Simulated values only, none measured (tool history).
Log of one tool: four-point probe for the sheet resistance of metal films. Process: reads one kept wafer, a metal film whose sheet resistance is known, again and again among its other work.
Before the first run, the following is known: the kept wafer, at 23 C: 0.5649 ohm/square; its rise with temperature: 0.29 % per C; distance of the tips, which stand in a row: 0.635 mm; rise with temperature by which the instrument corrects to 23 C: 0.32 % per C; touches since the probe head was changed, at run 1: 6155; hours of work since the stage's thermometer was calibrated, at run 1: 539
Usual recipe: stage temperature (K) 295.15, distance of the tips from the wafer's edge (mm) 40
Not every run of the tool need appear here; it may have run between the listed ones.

run   hour  stage temperature (K)  distance of the tips from the wafer's edge (mm)  touches since the probe head was changed  hours of work since the stage's thermometer was calibrated  sheet resistance as the instrument gives it (ohm/square)
  1    0.0                 295.15                                               40                                      6155                                                         539                                                  0.565187
  2   24.2                 295.15                                               40                                      6537                                                         549                                                  0.565223
  3   42.7                 295.15                                               40                                      6829                                                         557                                                  0.565231
  4   60.7                 295.15                                               40                                      7113                                                         564                                                  0.565124
  5   94.6                 295.15                                               40                                      7650                                                         578                                                  0.565084
  6  126.4                 295.15                                               40                                      8152                                                         591                                                  0.565142
  7  160.0                 305.15                                               27                                      8683                                                         605                                                  0.563735
  8  182.8                 305.15                                               27                                      9043                                                         615                                                  0.563481
  9  199.7                 305.15                                               27                                      9310                                                         622                                                  0.563691
 10  236.2                 298.15                                               36                                      9887                                                         637                                                  0.564755
 11  253.7                 300.15                                               45                                     10164                                                         644                                                  0.564335

Here are 4 independent what-if runs from the current tool condition. What would each one return?
  A  284.8                 294.15                                               45                                     10655                                                         657                                                         ?
  B  284.8                 301.15                                                5                                     10655                                                         657                                                         ?
  C  284.8                 298.15                                               23                                     10655                                                         657                                                         ?
  D  284.8                 299.15                                               33                                     10655                                                         657                                                         ?

run  sheet resistance as the instrument gives it (ohm/square)
  A                                                  0.565456
  B                                                  0.568947
  C                                                  0.564884
  D                                                  0.564733
The same runs, with their run-to-run variation unchanged, on a tool lacking any hidden condition would have given:
run  sheet resistance as the instrument gives it (ohm/square)
  A                                                  0.565444
  B                                                  0.568934
  C                                                  0.564872
  D                                                  0.564720
